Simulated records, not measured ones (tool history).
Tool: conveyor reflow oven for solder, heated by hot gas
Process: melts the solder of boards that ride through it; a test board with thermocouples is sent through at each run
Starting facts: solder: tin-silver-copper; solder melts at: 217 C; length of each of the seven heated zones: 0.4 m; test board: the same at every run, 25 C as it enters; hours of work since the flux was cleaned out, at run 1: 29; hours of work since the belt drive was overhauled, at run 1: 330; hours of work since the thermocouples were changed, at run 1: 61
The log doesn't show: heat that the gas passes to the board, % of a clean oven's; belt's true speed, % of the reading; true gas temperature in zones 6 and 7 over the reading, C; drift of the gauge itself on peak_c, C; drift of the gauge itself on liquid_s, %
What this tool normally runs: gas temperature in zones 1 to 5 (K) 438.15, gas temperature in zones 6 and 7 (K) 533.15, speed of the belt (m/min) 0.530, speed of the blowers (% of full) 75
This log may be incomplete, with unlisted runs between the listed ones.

| run | hour | gas temperature in zones 1 to 5 (K) | gas temperature in zones 6 and 7 (K) | speed of the belt (m/min) | speed of the blowers (% of full) | hours of work since the flux was cleaned out | hours of work since the belt drive was overhauled | hours of work since the thermocouples were changed | highest temperature of the board (K) | time above the solder's melting point (s) |
|---|---|---|---|---|---|---|---|---|---|---|
| 1 | 0.0 | 438.15 | 533.15 | 0.530 | 75 | 29 | 330 | 61 | 519.35 | 60.9 |
| 2 | 23.6 | 438.15 | 533.15 | 0.530 | 75 | 44 | 344 | 75 | 519.55 | 60.8 |
| 3 | 59.9 | 438.15 | 533.15 | 0.530 | 83 | 66 | 366 | 97 | 520.85 | 62.4 |
| 4 | 80.1 | 430.15 | 533.15 | 0.530 | 75 | 78 | 378 | 109 | 517.95 | 55.7 |
| 5 | 104.8 | 430.15 | 533.15 | 0.439 | 75 | 93 | 393 | 124 | 523.65 | 76.4 |
| 6 | 141.0 | 425.15 | 533.15 | 0.575 | 75 | 115 | 415 | 146 | 514.25 | 44.9 |
| 7 | 160.3 | 452.15 | 537.15 | 0.460 | 75 | 127 | 427 | 158 | 528.15 | 85.4 |
| 8 | 197.3 | 438.15 | 533.15 | 0.542 | 75 | 149 | 449 | 180 | 518.05 | 57.1 |
| 9 | 225.7 | 437.15 | 533.15 | 0.530 | 84 | 166 | 467 | 198 | 519.95 | 60.4 |
| 10 | 257.7 | 436.15 | 533.15 | 0.616 | 75 | 186 | 486 | 217 | 513.45 | 43.4 |

Table of differences, measured result less the result of that run with no hidden state. Run-to-run variation is the same in both. Gauge scatter possibly is not:
| run | highest temperature of the board (K) | time above the solder's melting point (s) |
|---|---|---|
| 1 | -0.50 | -0.4 |
| 2 | -0.60 | -0.5 |
| 3 | -0.90 | -0.7 |
| 4 | -1.00 | -1.1 |
| 5 | -0.90 | -0.9 |
| 6 | -1.50 | -1.6 |
| 7 | -1.20 | -0.7 |
| 8 | -1.60 | -1.7 |
| 9 | -1.70 | -1.7 |
| 10 | -2.10 | -2.4 |
